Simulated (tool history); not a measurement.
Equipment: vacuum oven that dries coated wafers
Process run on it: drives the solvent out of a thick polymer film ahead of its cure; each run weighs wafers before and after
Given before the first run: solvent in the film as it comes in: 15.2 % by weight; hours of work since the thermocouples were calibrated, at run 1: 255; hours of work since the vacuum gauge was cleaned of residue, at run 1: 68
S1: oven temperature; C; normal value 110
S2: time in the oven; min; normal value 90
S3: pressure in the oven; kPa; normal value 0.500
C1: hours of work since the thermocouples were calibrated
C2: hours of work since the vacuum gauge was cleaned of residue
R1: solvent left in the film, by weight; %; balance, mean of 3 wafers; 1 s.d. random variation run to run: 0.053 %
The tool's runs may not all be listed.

run   hour   S1   S2     S3   C1   C2    R1
  1    0.0  110   90  0.500  255   68  1.88
  2   12.0  110   90  0.500  264   77  1.83
  3   24.8  110  141  0.500  274   87  0.97
  4   33.2  110  141  0.500  280   93  1.02
  5   49.6  110  141  0.500  293  106  0.96
  6   65.3  110  141  0.500  304  118  0.96
  7   79.3  110  141  0.500  315  128  1.06
  8   86.4  110  141  0.500  321  134  1.03
  9  100.8  110  141  0.500  331  145  0.99
 10  110.1  110  141  0.500  339  152  0.94
     113.4  -- oven's thermocouples calibrated
 11  125.0  111   94  1.759    9  161  3.16
 12  139.5  112  155  0.578   20  172  1.01
     143.1  -- oven's thermocouples calibrated, once more
 13  158.1   95   66  1.055   11  185  6.28
 14  165.6   95   66  1.055   17  191  6.42
 15  178.0   95   48  0.872   27  200  7.30
 16  191.5  111   65  0.662   37  210  2.82
 17  204.7  111   65  0.662   47  220  2.83
 18  211.6  117   54  0.319   52  226  2.30
 19  222.3  120  126  0.445   60  234  0.60
 20  235.3  120  126  0.445   70  244  0.56

What differs in the tool's unlogged condition from the final listed run ahead of each entry between runs to the first listed run following it?
Logged between run 10 and run 11: oven's thermocouples calibrated (hour 113.4)
  true wafer temperature over the reading, C: -0.81 -> -1.22; true pressure over the reading, kPa: 0.047 -> 0.05
  the result without the hidden state subtracted from the measured one, R1: +0.11 -> +0.24 %
Logged between run 12 and run 13: oven's thermocouples calibrated, once more (hour 143.1)
  true wafer temperature over the reading, C: -1.25 -> 0.19; true pressure over the reading, kPa: 0.054 -> 0.058
  the result without the hidden state subtracted from the measured one, R1: +0.13 -> +0.04 %
